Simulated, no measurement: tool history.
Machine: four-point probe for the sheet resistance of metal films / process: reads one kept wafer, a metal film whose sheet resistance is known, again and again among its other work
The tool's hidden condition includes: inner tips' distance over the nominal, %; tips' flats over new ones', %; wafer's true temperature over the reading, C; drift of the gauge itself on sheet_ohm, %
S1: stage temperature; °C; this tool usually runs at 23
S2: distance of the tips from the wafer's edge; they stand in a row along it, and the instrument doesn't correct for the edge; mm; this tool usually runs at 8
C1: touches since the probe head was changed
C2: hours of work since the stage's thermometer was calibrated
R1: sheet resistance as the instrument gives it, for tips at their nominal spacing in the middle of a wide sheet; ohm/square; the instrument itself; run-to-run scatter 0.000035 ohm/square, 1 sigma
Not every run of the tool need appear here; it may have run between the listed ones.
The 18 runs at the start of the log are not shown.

run	hour	S1	S2	C1	C2	R1
19	414.4	26	8	22966	341	0.177725
20	432.5	26	8	23517	351	0.177763
21	455.2	23	36	24208	365	0.17668
22	477.7	23	8	24894	379	0.17804
23	505.1	35	8	25726	396	0.176963
24	521.8	35	8	26234	406	0.176942
25	540.6	21	23	26807	417	0.176959
26	562.6	29	6	27475	430	0.178556
27	591.6	29	6	28358	448	0.178577
28	615.9	33	20	29099	463	0.175831
29	637.7	33	20	29762	476	0.17582
# hour 640: stage's thermometer calibrated
30	661.4	25	20	30467	13	0.176629
31	679.3	33	5	31011	24	0.179298
32	701.4	20	6	31683	37	0.179351
33	732.4	24	6	32626	56	0.179011
34	763	21	27	33557	75	0.1768
35	786.9	20	9	34285	89	0.177926
# hour 799.8: stage's thermometer calibrated, once more
36	809.2	19	11	34950	6	0.177546
37	837	29	7	35794	23	0.17782
38	855.6	22	15	36360	34	0.176925
39	877.4	19	7	37024	47	0.17872
40	904	19	7	37832	63	0.178732
41	918.7	24	7	38280	72	0.178265
42	935	31	45	38777	82	0.175783

For run 43, what comes out?
43	953.3	31	45	39332	93	?

{"run 43": {"R1": 0.175725}}
The same run, on a tool lacking any hidden state, would have yielded R1 0.175011 ohm/square.
